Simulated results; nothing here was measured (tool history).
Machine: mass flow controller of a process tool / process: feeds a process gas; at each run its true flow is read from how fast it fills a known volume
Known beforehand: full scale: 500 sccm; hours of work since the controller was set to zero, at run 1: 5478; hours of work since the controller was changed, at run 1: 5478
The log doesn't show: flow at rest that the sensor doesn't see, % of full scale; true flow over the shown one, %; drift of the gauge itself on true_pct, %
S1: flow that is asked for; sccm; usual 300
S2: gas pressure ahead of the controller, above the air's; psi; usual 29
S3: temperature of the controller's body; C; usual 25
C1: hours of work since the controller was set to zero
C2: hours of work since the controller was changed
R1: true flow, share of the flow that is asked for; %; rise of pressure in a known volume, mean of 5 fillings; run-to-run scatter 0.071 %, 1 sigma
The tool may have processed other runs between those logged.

| run | hour | S1 | S2 | S3 | C1 | C2 | R1 |
|---|---|---|---|---|---|---|---|
| 1 | 0 | 300 | 29 | 25 | 5478 | 5478 | 99.6 |
| 2 | 233 | 300 | 29 | 25 | 5649 | 5649 | 99.5 |
| 3 | 453.4 | 300 | 20.7 | 25 | 5810 | 5810 | 99.76 |
| 4 | 680.3 | 300 | 20.7 | 25 | 5976 | 5976 | 99.85 |
| 5 | 816 | 300 | 29 | 25 | 6075 | 6075 | 99.54 |
| 6 | 965.8 | 300 | 29 | 25 | 6185 | 6185 | 99.55 |
| 7 | 1217.4 | 300 | 26 | 25 | 6369 | 6369 | 99.57 |
| 8 | 1459.6 | 300 | 29 | 25 | 6547 | 6547 | 99.58 |
| 9 | 1591.1 | 300 | 29 | 25 | 6643 | 6643 | 99.64 |
| 10 | 1792.6 | 300 | 29 | 25 | 6790 | 6790 | 99.69 |
| 11 | 1969.1 | 300 | 29 | 25 | 6919 | 6919 | 99.43 |
| 12 | 2241 | 300 | 29 | 25 | 7118 | 7118 | 99.64 |
| 13 | 2472 | 343 | 29 | 25 | 7288 | 7288 | 99.64 |
| 14 | 2657.7 | 151 | 34.8 | 25 | 7424 | 7424 | 99 |
| 15 | 2823.6 | 151 | 34.8 | 25 | 7545 | 7545 | 99.06 |
| 16 | 3056.8 | 151 | 34.8 | 25 | 7716 | 7716 | 99.31 |
| 17 | 3236.7 | 151 | 34.8 | 25 | 7847 | 7847 | 99.09 |
| 18 | 3379 | 151 | 24.1 | 36 | 7951 | 7951 | 98.14 |
| 19 | 3598.9 | 151 | 24.1 | 36 | 8112 | 8112 | 98.13 |
|  | 3843.4 | controller's zero set anew |
| 20 | 3847.1 | 151 | 24.1 | 36 | 3 | 8294 | 98.2 |
| 21 | 4047.1 | 151 | 24.1 | 36 | 149 | 8440 | 98.26 |
| 22 | 4209 | 53 | 29 | 25 | 268 | 8559 | 99.1 |
| 23 | 4418.7 | 258 | 29 | 26 | 421 | 8712 | 99.28 |
| 24 | 4651.3 | 68 | 32.2 | 25 | 591 | 8882 | 98.88 |
| 25 | 4779.3 | 68 | 32.2 | 25 | 685 | 8976 | 98.89 |

3 options for the next run, each taken on its own from the tool as it stands now. Forecast them:
| A | 5014.7 | 104 | 23.6 | 25 | 857 | 9148 | ? |
| B | 5014.7 | 232 | 26.5 | 25 | 857 | 9148 | ? |
| C | 5014.7 | 153 | 26 | 30 | 857 | 9148 | ? |

| run | R1 |
|---|---|
| A | 99.24 |
| B | 99.53 |
| C | 98.68 |
Without the tool's unlogged condition, the same runs would have read:
| run | R1 |
|---|---|
| A | 99.25 |
| B | 99.54 |
| C | 98.68 |
